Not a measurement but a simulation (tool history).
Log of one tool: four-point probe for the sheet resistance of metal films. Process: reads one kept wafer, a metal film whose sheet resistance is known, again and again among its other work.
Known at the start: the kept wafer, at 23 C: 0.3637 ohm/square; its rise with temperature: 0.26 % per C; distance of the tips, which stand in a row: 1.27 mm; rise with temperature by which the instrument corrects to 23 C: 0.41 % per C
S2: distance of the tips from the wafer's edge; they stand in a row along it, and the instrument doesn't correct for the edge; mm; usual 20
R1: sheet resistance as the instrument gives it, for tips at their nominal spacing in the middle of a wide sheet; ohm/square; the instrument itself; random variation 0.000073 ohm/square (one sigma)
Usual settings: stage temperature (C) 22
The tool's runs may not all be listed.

{"run": 1, "hour": 0.0, "stage temperature (C)": 22, "S2": 20, "R1": 0.366326}
{"run": 2, "hour": 15.0, "stage temperature (C)": 22, "S2": 20, "R1": 0.366421}
{"run": 3, "hour": 48.5, "stage temperature (C)": 22, "S2": 20, "R1": 0.366255}
{"run": 4, "hour": 78.8, "stage temperature (C)": 22, "S2": 20, "R1": 0.366158}
{"run": 5, "hour": 110.2, "stage temperature (C)": 22, "S2": 20, "R1": 0.36626}
{"run": 6, "hour": 132.9, "stage temperature (C)": 22, "S2": 20, "R1": 0.366205}
{"run": 7, "hour": 156.1, "stage temperature (C)": 22, "S2": 20, "R1": 0.366076}
{"run": 8, "hour": 188.3, "stage temperature (C)": 22, "S2": 20, "R1": 0.366221}
{"run": 9, "hour": 219.0, "stage temperature (C)": 22, "S2": 20, "R1": 0.366165}
{"run": 10, "hour": 241.7, "stage temperature (C)": 22, "S2": 4, "R1": 0.38405}
{"run": 11, "hour": 274.9, "stage temperature (C)": 22, "S2": 4, "R1": 0.384084}
{"run": 12, "hour": 300.6, "stage temperature (C)": 22, "S2": 4, "R1": 0.383984}
{"run": 13, "hour": 325.6, "stage temperature (C)": 22, "S2": 4, "R1": 0.384104}
{"run": 14, "hour": 349.8, "stage temperature (C)": 29, "S2": 4, "R1": 0.380119}
{"run": 15, "hour": 381.9, "stage temperature (C)": 29, "S2": 4, "R1": 0.379971}
{"run": 16, "hour": 410.8, "stage temperature (C)": 29, "S2": 4, "R1": 0.380022}
{"run": 17, "hour": 442.0, "stage temperature (C)": 24, "S2": 20, "R1": 0.364931}
{"run": 18, "hour": 462.9, "stage temperature (C)": 24, "S2": 20, "R1": 0.364844}
{"run": 19, "hour": 481.9, "stage temperature (C)": 20, "S2": 14, "R1": 0.367725}
{"run": 20, "hour": 498.4, "stage temperature (C)": 24, "S2": 40, "R1": 0.364094}
{"run": 21, "hour": 522.2, "stage temperature (C)": 32, "S2": 9, "R1": 0.363614}
{"run": 22, "hour": 548.8, "stage temperature (C)": 27, "S2": 21, "R1": 0.363279}
{"run": 23, "hour": 580.3, "stage temperature (C)": 20, "S2": 26, "R1": 0.366524}
{"run": 24, "hour": 595.2, "stage temperature (C)": 31, "S2": 42, "R1": 0.360442}
{"run": 25, "hour": 613.2, "stage temperature (C)": 18, "S2": 13, "R1": 0.369173}
{"run": 26, "hour": 637.0, "stage temperature (C)": 20, "S2": 3, "R1": 0.398116}
{"run": 27, "hour": 655.4, "stage temperature (C)": 27, "S2": 5, "R1": 0.374531}
{"run": 28, "hour": 678.7, "stage temperature (C)": 27, "S2": 5, "R1": 0.374518}
{"run": 29, "hour": 695.6, "stage temperature (C)": 32, "S2": 36, "R1": 0.360037}
{"run": 30, "hour": 720.9, "stage temperature (C)": 33, "S2": 47, "R1": 0.359377}
{"run": 31, "hour": 744.9, "stage temperature (C)": 26, "S2": 31, "R1": 0.363071}
{"run": 32, "hour": 764.8, "stage temperature (C)": 32, "S2": 20, "R1": 0.360298}
{"run": 33, "hour": 789.5, "stage temperature (C)": 26, "S2": 26, "R1": 0.363195}

Taken out of this log: 2 entries between the listed runs. Where each belongs, and how the hidden state differs across it:
Between runs 14 and 15: stage's thermometer calibrated (hour 351.8)
  inner tips' distance over the nominal, %: 0.277 -> 0.27; tips' flats over new ones', %: 72 -> 74; wafer's true temperature over the reading, C: -0.12 -> -0.17
  measured less the result without the state, R1: +0.001017 -> +0.000942 ohm/square
Between runs 20 and 21: stage's thermometer calibrated, once more (hour 510.5)
  inner tips' distance over the nominal, %: 0.249 -> 0.245; tips' flats over new ones', %: 79 -> 80; wafer's true temperature over the reading, C: -0.19 -> -0.08
  measured less the result without the state, R1: +0.000803 -> +0.000893 ohm/square

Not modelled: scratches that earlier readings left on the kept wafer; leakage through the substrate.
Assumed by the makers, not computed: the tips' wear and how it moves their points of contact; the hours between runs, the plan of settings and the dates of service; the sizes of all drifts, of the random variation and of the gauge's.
